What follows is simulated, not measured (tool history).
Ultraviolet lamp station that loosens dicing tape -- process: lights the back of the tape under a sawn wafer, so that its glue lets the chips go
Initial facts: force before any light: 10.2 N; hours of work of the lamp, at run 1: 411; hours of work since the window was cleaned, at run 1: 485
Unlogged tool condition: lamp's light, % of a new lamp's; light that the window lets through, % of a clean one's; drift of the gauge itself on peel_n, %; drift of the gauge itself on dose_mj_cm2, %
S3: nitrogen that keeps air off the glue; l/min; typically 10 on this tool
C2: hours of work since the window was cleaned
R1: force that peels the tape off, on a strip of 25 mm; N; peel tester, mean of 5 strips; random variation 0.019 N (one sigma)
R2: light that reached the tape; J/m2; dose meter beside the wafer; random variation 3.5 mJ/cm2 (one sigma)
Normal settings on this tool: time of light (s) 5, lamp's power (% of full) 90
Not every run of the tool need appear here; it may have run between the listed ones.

run 1 hour=0.0 | time_of_light_(s)=5 lamp's_power_(%_of_full)=90 S3=10 | hours_of_work_of_the_lamp=411 C2=485 | R1=2.005 R2=3590
run 2 hour=14.3 | time_of_light_(s)=4 lamp's_power_(%_of_full)=90 S3=10 | hours_of_work_of_the_lamp=419 C2=493 | R1=2.716 R2=2880
run 3 hour=25.7 | time_of_light_(s)=5 lamp's_power_(%_of_full)=90 S3=10 | hours_of_work_of_the_lamp=425 C2=499 | R1=2.059 R2=3550
run 4 hour=51.5 | time_of_light_(s)=5 lamp's_power_(%_of_full)=75 S3=10 | hours_of_work_of_the_lamp=440 C2=514 | R1=2.697 R2=2890
run 5 hour=68.0 | time_of_light_(s)=5 lamp's_power_(%_of_full)=75 S3=10 | hours_of_work_of_the_lamp=449 C2=523 | R1=2.719 R2=2910
run 6 hour=93.6 | time_of_light_(s)=5 lamp's_power_(%_of_full)=75 S3=10 | hours_of_work_of_the_lamp=464 C2=538 | R1=2.746 R2=2870
run 7 hour=111.7 | time_of_light_(s)=5 lamp's_power_(%_of_full)=75 S3=10 | hours_of_work_of_the_lamp=474 C2=548 | R1=2.837 R2=2800
-- hour=121.6 window cleaned of glue's vapour
run 8 hour=123.7 | time_of_light_(s)=5 lamp's_power_(%_of_full)=75 S3=10 | hours_of_work_of_the_lamp=480 C2=1 | R1=3.062 R2=2660
run 9 hour=147.4 | time_of_light_(s)=5 lamp's_power_(%_of_full)=90 S3=16 | hours_of_work_of_the_lamp=494 C2=15 | R1=1.918 R2=3100
-- hour=162.2 window cleaned of glue's vapour, once more
run 10 hour=172.0 | time_of_light_(s)=5 lamp's_power_(%_of_full)=90 S3=16 | hours_of_work_of_the_lamp=508 C2=6 | R1=1.502 R2=3700
run 11 hour=189.2 | time_of_light_(s)=5 lamp's_power_(%_of_full)=90 S3=16 | hours_of_work_of_the_lamp=517 C2=15 | R1=1.485 R2=3610
run 12 hour=208.1 | time_of_light_(s)=8 lamp's_power_(%_of_full)=90 S3=10 | hours_of_work_of_the_lamp=528 C2=26 | R1=0.885 R2=5710
run 13 hour=222.4 | time_of_light_(s)=8 lamp's_power_(%_of_full)=90 S3=10 | hours_of_work_of_the_lamp=536 C2=34 | R1=0.900 R2=5680
run 14 hour=247.2 | time_of_light_(s)=8 lamp's_power_(%_of_full)=90 S3=10 | hours_of_work_of_the_lamp=550 C2=48 | R1=0.917 R2=5480
run 15 hour=265.5 | time_of_light_(s)=5 lamp's_power_(%_of_full)=90 S3=10 | hours_of_work_of_the_lamp=560 C2=58 | R1=2.170 R2=3450
run 16 hour=283.1 | time_of_light_(s)=5 lamp's_power_(%_of_full)=90 S3=10 | hours_of_work_of_the_lamp=570 C2=68 | R1=2.268 R2=3410
run 17 hour=304.6 | time_of_light_(s)=5 lamp's_power_(%_of_full)=90 S3=9 | hours_of_work_of_the_lamp=582 C2=81 | R1=2.353 R2=3280
run 18 hour=327.5 | time_of_light_(s)=5 lamp's_power_(%_of_full)=90 S3=9 | hours_of_work_of_the_lamp=595 C2=93 | R1=2.468 R2=3290
run 19 hour=341.7 | time_of_light_(s)=5 lamp's_power_(%_of_full)=90 S3=10 | hours_of_work_of_the_lamp=603 C2=102 | R1=2.267 R2=3240
run 20 hour=357.5 | time_of_light_(s)=7 lamp's_power_(%_of_full)=93 S3=3 | hours_of_work_of_the_lamp=612 C2=110 | R1=2.974 R2=4640
run 21 hour=375.0 | time_of_light_(s)=7 lamp's_power_(%_of_full)=63 S3=14 | hours_of_work_of_the_lamp=622 C2=120 | R1=2.121 R2=3110
-- hour=392.2 lamp changed
run 22 hour=397.8 | time_of_light_(s)=3 lamp's_power_(%_of_full)=90 S3=5 | hours_of_work_of_the_lamp=3 C2=133 | R1=3.352 R2=3270
run 23 hour=422.1 | time_of_light_(s)=2 lamp's_power_(%_of_full)=79 S3=10 | hours_of_work_of_the_lamp=17 C2=146 | R1=3.970 R2=1950
run 24 hour=443.4 | time_of_light_(s)=5 lamp's_power_(%_of_full)=78 S3=3 | hours_of_work_of_the_lamp=29 C2=158 | R1=2.785 R2=4640
run 25 hour=467.3 | time_of_light_(s)=3 lamp's_power_(%_of_full)=86 S3=10 | hours_of_work_of_the_lamp=42 C2=172 | R1=2.601 R2=3010
run 26 hour=489.8 | time_of_light_(s)=6 lamp's_power_(%_of_full)=90 S3=15 | hours_of_work_of_the_lamp=55 C2=185 | R1=0.529 R2=6240
run 27 hour=507.5 | time_of_light_(s)=5 lamp's_power_(%_of_full)=76 S3=8 | hours_of_work_of_the_lamp=65 C2=195 | R1=1.785 R2=4400
run 28 hour=524.4 | time_of_light_(s)=4 lamp's_power_(%_of_full)=100 S3=9 | hours_of_work_of_the_lamp=75 C2=204 | R1=1.453 R2=4540
run 29 hour=544.1 | time_of_light_(s)=5 lamp's_power_(%_of_full)=94 S3=3 | hours_of_work_of_the_lamp=86 C2=215 | R1=2.450 R2=5290
run 30 hour=557.4 | time_of_light_(s)=5 lamp's_power_(%_of_full)=94 S3=3 | hours_of_work_of_the_lamp=93 C2=223 | R1=2.468 R2=5270
run 31 hour=574.9 | time_of_light_(s)=3 lamp's_power_(%_of_full)=80 S3=7 | hours_of_work_of_the_lamp=103 C2=233 | R1=3.510 R2=2660
run 32 hour=587.5 | time_of_light_(s)=3 lamp's_power_(%_of_full)=80 S3=7 | hours_of_work_of_the_lamp=110 C2=240 | R1=3.544 R2=2700
run 33 hour=610.4 | time_of_light_(s)=3 lamp's_power_(%_of_full)=80 S3=7 | hours_of_work_of_the_lamp=123 C2=253 | R1=3.622 R2=2610
run 34 hour=628.3 | time_of_light_(s)=3 lamp's_power_(%_of_full)=97 S3=7 | hours_of_work_of_the_lamp=133 C2=263 | R1=2.947 R2=3180

For run 35, what comes out?
run 35 hour=642.6 | time_of_light_(s)=3 lamp's_power_(%_of_full)=97 S3=7 | hours_of_work_of_the_lamp=142 C2=271 | R1=? R2=?

For run 35 the tool returned R1 3.054 N, R2 3120 J/m2.
Without the tool's hidden state the same run would have given R1 2.507 N, R2 3650 J/m2.

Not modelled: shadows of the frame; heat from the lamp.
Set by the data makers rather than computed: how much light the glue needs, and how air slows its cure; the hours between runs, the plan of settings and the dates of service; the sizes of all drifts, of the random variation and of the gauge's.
